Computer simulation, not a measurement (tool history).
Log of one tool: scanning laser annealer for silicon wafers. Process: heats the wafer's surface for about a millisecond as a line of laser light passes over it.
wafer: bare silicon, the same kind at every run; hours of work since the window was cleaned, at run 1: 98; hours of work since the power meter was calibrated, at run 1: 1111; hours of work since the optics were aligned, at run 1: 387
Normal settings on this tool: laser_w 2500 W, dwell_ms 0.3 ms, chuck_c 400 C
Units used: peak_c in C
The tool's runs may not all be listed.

run     day  laser_w  dwell_ms  chuck_c  hours of work since the window was cleaned  hours of work since the power meter was calibrated  hours of work since the optics were aligned  peak_c
  1       0     2500       0.3      400                                          98                                                1111                                          387    1225
  2   2.058     2209       0.3      400                                         138                                                1151                                          427    1123
  3   3.975     2209       0.3      400                                         175                                                1188                                          463    1124
  4   5.304     2450       0.3      400                                         200                                                1213                                          489    1199
  5   7.192     2500       0.3      424                                         236                                                1249                                          525    1241
  6   8.562     2500       0.3      424                                         263                                                1276                                          551    1242
  7  11.083     2500       0.3      424                                         311                                                1324                                          600    1237
  8  13.088     2500       0.3      400                                         349                                                1362                                          638    1210
  9  14.421     2500       0.3      400                                         375                                                1388                                          664    1212
 10  16.992     2500       0.3      405                                         424                                                1437                                          713    1212
 11  19.896     2500       0.3      400                                         480                                                1493                                          769    1208
 12  22.717     2500       0.3      400                                         534                                                1547                                          823    1207
 13  24.883     2500       0.3      384                                         576                                                1589                                          865    1190
 14  26.442     2500       0.3      384                                         606                                                1619                                          895    1184
      26.85  -- laser's power meter calibrated
 15  28.138     2500     0.218      431                                         636                                                  25                                          925    1115
 16    29.6     2500     0.218      431                                         664                                                  53                                          953    1111
 17  30.867     2500       0.3      371                                         688                                                  77                                          977    1174
 18  33.475     2228     0.289      363                                         738                                                 127                                         1027    1062
     35.567  -- window over the wafer cleaned
 19  36.217     2228     0.245      393                                          12                                                 178                                         1078    1056
 20  38.808     2500     0.214      419                                          62                                                 228                                         1128    1110
 21  40.929     2500     0.214      419                                         103                                                 269                                         1169    1109
 22  43.338     2253     0.357      370                                         149                                                 315                                         1215    1181
     43.704  -- optics aligned, line set to its width
     43.996  -- laser's power meter calibrated, once more
 23   46.05     2500     0.275      428                                         195                                                  39                                           43    1201
 24  47.946     2500     0.275      428                                         231                                                  76                                           79    1199
 25  49.512     2510     0.218      428                                         261                                                 106                                          109    1115
 26  51.962     2500       0.3      419                                         308                                                 153                                          156    1223

Hidden state or all else? Some run-to-run changes of peak_c, split into what the settings, what came in and random variation would give without the hidden state, and what is left for the hidden state (with any gauge scatter that isn't in both results):
Hidden state present: light that passes the window, % of a clean one's; laser's true power over the reading, %; width of the line over the set one, %; drift of the gauge itself on peak_c, C.
Run 17 -> 18: laser_w 2500 -> 2228, dwell_ms 0.3 -> 0.289, chuck_c 371 -> 363. peak_c -112 C: hidden state +1, all else -113.
Run 18 -> 19: dwell_ms 0.289 -> 0.245, chuck_c 363 -> 393, window over the wafer cleaned. peak_c -6 C: hidden state +22, all else -28.
Run 22 -> 23: laser_w 2253 -> 2500, dwell_ms 0.357 -> 0.275, chuck_c 370 -> 428, optics aligned, line set to its width, laser's power meter calibrated, once more. peak_c +20 C: hidden state -10, all else +30.
Run 25 -> 26: laser_w 2510 -> 2500, dwell_ms 0.218 -> 0.3, chuck_c 428 -> 419. peak_c +108 C: hidden state -5, all else +113.
